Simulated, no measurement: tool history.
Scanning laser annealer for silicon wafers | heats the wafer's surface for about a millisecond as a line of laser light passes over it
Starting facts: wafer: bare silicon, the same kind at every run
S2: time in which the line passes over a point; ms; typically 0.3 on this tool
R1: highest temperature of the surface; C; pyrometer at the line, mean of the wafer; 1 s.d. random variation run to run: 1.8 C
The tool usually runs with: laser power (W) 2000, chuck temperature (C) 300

{"run": 1, "hour": 0.0, "laser power (W)": 2000, "S2": 0.3, "chuck temperature (C)": 300, "R1": 1010}
{"run": 2, "hour": 12.0, "laser power (W)": 2000, "S2": 0.3, "chuck temperature (C)": 300, "R1": 1007}
{"run": 3, "hour": 21.3, "laser power (W)": 2000, "S2": 0.3, "chuck temperature (C)": 300, "R1": 1006}
{"run": 4, "hour": 29.8, "laser power (W)": 2000, "S2": 0.3, "chuck temperature (C)": 300, "R1": 1007}
{"run": 5, "hour": 44.2, "laser power (W)": 2000, "S2": 0.3, "chuck temperature (C)": 300, "R1": 1007}
{"run": 6, "hour": 52.1, "laser power (W)": 2000, "S2": 0.3, "chuck temperature (C)": 328, "R1": 1032}
{"run": 7, "hour": 66.9, "laser power (W)": 2000, "S2": 0.3, "chuck temperature (C)": 328, "R1": 1032}
{"run": 8, "hour": 82.4, "laser power (W)": 2000, "S2": 0.3, "chuck temperature (C)": 300, "R1": 1005}
{"run": 9, "hour": 96.5, "laser power (W)": 2000, "S2": 0.3, "chuck temperature (C)": 300, "R1": 1007}
{"run": 10, "hour": 104.0, "laser power (W)": 2000, "S2": 0.3, "chuck temperature (C)": 300, "R1": 1003}
{"run": 11, "hour": 112.8, "laser power (W)": 2000, "S2": 0.3, "chuck temperature (C)": 300, "R1": 1001}
{"run": 12, "hour": 129.1, "laser power (W)": 2000, "S2": 0.373, "chuck temperature (C)": 300, "R1": 1087}
{"run": 13, "hour": 144.2, "laser power (W)": 2000, "S2": 0.3, "chuck temperature (C)": 300, "R1": 1003}
{"run": 14, "hour": 160.6, "laser power (W)": 2122, "S2": 0.3, "chuck temperature (C)": 300, "R1": 1039}
{"run": 15, "hour": 176.0, "laser power (W)": 2122, "S2": 0.3, "chuck temperature (C)": 300, "R1": 1043}
{"run": 16, "hour": 190.3, "laser power (W)": 2122, "S2": 0.3, "chuck temperature (C)": 300, "R1": 1041}
{"run": 17, "hour": 200.9, "laser power (W)": 2122, "S2": 0.3, "chuck temperature (C)": 300, "R1": 1040}
{"run": 18, "hour": 217.5, "laser power (W)": 2122, "S2": 0.3, "chuck temperature (C)": 300, "R1": 1039}
{"run": 19, "hour": 225.3, "laser power (W)": 2122, "S2": 0.3, "chuck temperature (C)": 300, "R1": 1041}
{"run": 20, "hour": 241.6, "laser power (W)": 2122, "S2": 0.3, "chuck temperature (C)": 300, "R1": 1034}
{"run": 21, "hour": 253.8, "laser power (W)": 2035, "S2": 0.3, "chuck temperature (C)": 277, "R1": 983}
{"run": 22, "hour": 265.2, "laser power (W)": 2035, "S2": 0.3, "chuck temperature (C)": 277, "R1": 978}
{"run": 23, "hour": 280.5, "laser power (W)": 2035, "S2": 0.3, "chuck temperature (C)": 277, "R1": 985}
{"run": 24, "hour": 294.4, "laser power (W)": 2041, "S2": 0.227, "chuck temperature (C)": 308, "R1": 919}
{"run": 25, "hour": 310.1, "laser power (W)": 2041, "S2": 0.227, "chuck temperature (C)": 308, "R1": 922}
{"run": 26, "hour": 322.0, "laser power (W)": 2013, "S2": 0.367, "chuck temperature (C)": 293, "R1": 1065}
{"run": 27, "hour": 337.7, "laser power (W)": 2032, "S2": 0.367, "chuck temperature (C)": 293, "R1": 1072}
{"run": 28, "hour": 356.1, "laser power (W)": 2149, "S2": 0.26, "chuck temperature (C)": 303, "R1": 996}
{"run": 29, "hour": 363.9, "laser power (W)": 2149, "S2": 0.26, "chuck temperature (C)": 262, "R1": 954}
{"run": 30, "hour": 378.4, "laser power (W)": 2051, "S2": 0.319, "chuck temperature (C)": 315, "R1": 1049}
{"run": 31, "hour": 393.4, "laser power (W)": 1930, "S2": 0.3, "chuck temperature (C)": 300, "R1": 971}
{"run": 32, "hour": 402.7, "laser power (W)": 1972, "S2": 0.242, "chuck temperature (C)": 264, "R1": 873}
{"run": 33, "hour": 415.6, "laser power (W)": 1788, "S2": 0.317, "chuck temperature (C)": 305, "R1": 941}
{"run": 34, "hour": 429.5, "laser power (W)": 2191, "S2": 0.212, "chuck temperature (C)": 280, "R1": 910}
{"run": 35, "hour": 438.3, "laser power (W)": 1910, "S2": 0.3, "chuck temperature (C)": 299, "R1": 959}
{"run": 36, "hour": 454.3, "laser power (W)": 1774, "S2": 0.351, "chuck temperature (C)": 273, "R1": 941}
{"run": 37, "hour": 462.7, "laser power (W)": 2000, "S2": 0.278, "chuck temperature (C)": 300, "R1": 964}
{"run": 38, "hour": 470.1, "laser power (W)": 1898, "S2": 0.365, "chuck temperature (C)": 312, "R1": 1035}

Withheld: 2 entries from between the runs. Position of each, and hidden state at the listed run before versus the listed run after:
Run 21 -> run 22: laser's power meter calibrated (hour 257.8)
  light that passes the window, % of a clean one's: 97.53 -> 97.47; laser's true power over the reading, %: -0.29 -> -0.41; width of the line over the set one, %: 2.12 -> 2.13
  measured value less the no-hidden-state value, R1: -26 -> -28 C
Run 27 -> run 28: laser's power meter calibrated, once more (hour 341.4)
  light that passes the window, % of a clean one's: 97.01 -> 96.92; laser's true power over the reading, %: -0.45 -> 0.3; width of the line over the set one, %: 2.22 -> 2.24
  measured value less the no-hidden-state value, R1: -35 -> -26 C
